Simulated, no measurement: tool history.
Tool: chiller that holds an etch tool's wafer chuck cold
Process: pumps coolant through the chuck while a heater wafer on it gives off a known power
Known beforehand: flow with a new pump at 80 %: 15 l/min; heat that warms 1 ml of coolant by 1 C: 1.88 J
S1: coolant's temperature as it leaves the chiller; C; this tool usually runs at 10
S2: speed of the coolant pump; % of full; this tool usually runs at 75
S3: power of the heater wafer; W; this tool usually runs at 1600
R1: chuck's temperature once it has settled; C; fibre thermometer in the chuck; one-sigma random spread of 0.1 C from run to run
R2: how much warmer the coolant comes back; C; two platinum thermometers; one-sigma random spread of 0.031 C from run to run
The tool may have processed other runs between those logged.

| run | hour | S1 | S2 | S3 | R1 | R2 |
|---|---|---|---|---|---|---|
| 1 | 0 | 10 | 75 | 1600 | 20.9 | 3.65 |
| 2 | 64.1 | 10 | 75 | 2090 | 24.1 | 4.78 |
| 3 | 121.3 | 10 | 75 | 1600 | 20.9 | 3.69 |
| 4 | 153.8 | 10 | 75 | 887 | 16 | 1.97 |
| 5 | 182.4 | 10 | 75 | 1600 | 20.7 | 3.66 |
| 6 | 216.2 | 10 | 75 | 2341 | 25.8 | 5.41 |
| 7 | 253.7 | 10 | 75 | 2341 | 25.7 | 5.35 |
| 8 | 309.3 | 10 | 75 | 2341 | 25.9 | 5.33 |
| 9 | 364 | 10 | 75 | 1600 | 20.8 | 3.59 |
| 10 | 423.9 | 10 | 75 | 1600 | 20.8 | 3.58 |
| 11 | 465.1 | 10 | 77 | 1600 | 20.6 | 3.6 |
| 12 | 507.1 | 10 | 77 | 1600 | 20.5 | 3.5 |
| 13 | 545.4 | 10 | 77 | 1600 | 20.6 | 3.51 |
| 14 | 605.4 | 10 | 77 | 1600 | 20.5 | 3.47 |
| 15 | 634 | 10 | 65 | 1600 | 22.4 | 4.2 |
| 16 | 689.1 | 19 | 75 | 1600 | 29.9 | 3.57 |
| 17 | 747.1 | 19 | 75 | 1600 | 29.9 | 3.62 |
| 18 | 792 | 12 | 75 | 809 | 17.6 | 1.79 |
| 19 | 855.9 | 4 | 64 | 2276 | 21.7 | 6.22 |
| 20 | 897.2 | 9 | 98 | 1600 | 17.7 | 2.62 |
| 21 | 937.9 | 4 | 75 | 1600 | 14.8 | 3.57 |
| 22 | 984.4 | 1 | 72 | 1161 | 9.3 | 2.71 |
| 23 | 1042.9 | 10 | 99 | 807 | 14.1 | 1.22 |
| 24 | 1079.4 | 17 | 91 | 1031 | 22.8 | 1.76 |
| 25 | 1144.7 | 17 | 72 | 995 | 24 | 2.23 |
| 26 | 1177.9 | 17 | 72 | 995 | 24 | 2.24 |
| 27 | 1220.1 | 17 | 90 | 1711 | 26.8 | 3.1 |
| 28 | 1252.1 | 4 | 68 | 1749 | 16.9 | 4.35 |
| 29 | 1284.9 | 2 | 89 | 1749 | 12.1 | 3.18 |
| 30 | 1337.9 | 10 | 92 | 1600 | 18.9 | 2.8 |
| 31 | 1391 | 10 | 64 | 1030 | 18 | 2.66 |

What if the next run were any one of these 3? Each begins from the tool's condition after run 31:
| A | 1430.5 | 12 | 99 | 1372 | ? | ? |
| B | 1430.5 | 10 | 84 | 1030 | ? | ? |
| C | 1430.5 | 10 | 75 | 1354 | ? | ? |

| run | R1 | R2 |
|---|---|---|
| A | 19.3 | 2.17 |
| B | 16.2 | 1.91 |
| C | 19.3 | 2.91 |
What these runs would have given with no unlogged condition in the tool:
| run | R1 | R2 |
|---|---|---|
| A | 19.2 | 2.31 |
| B | 16.2 | 2.06 |
| C | 19.3 | 3.06 |
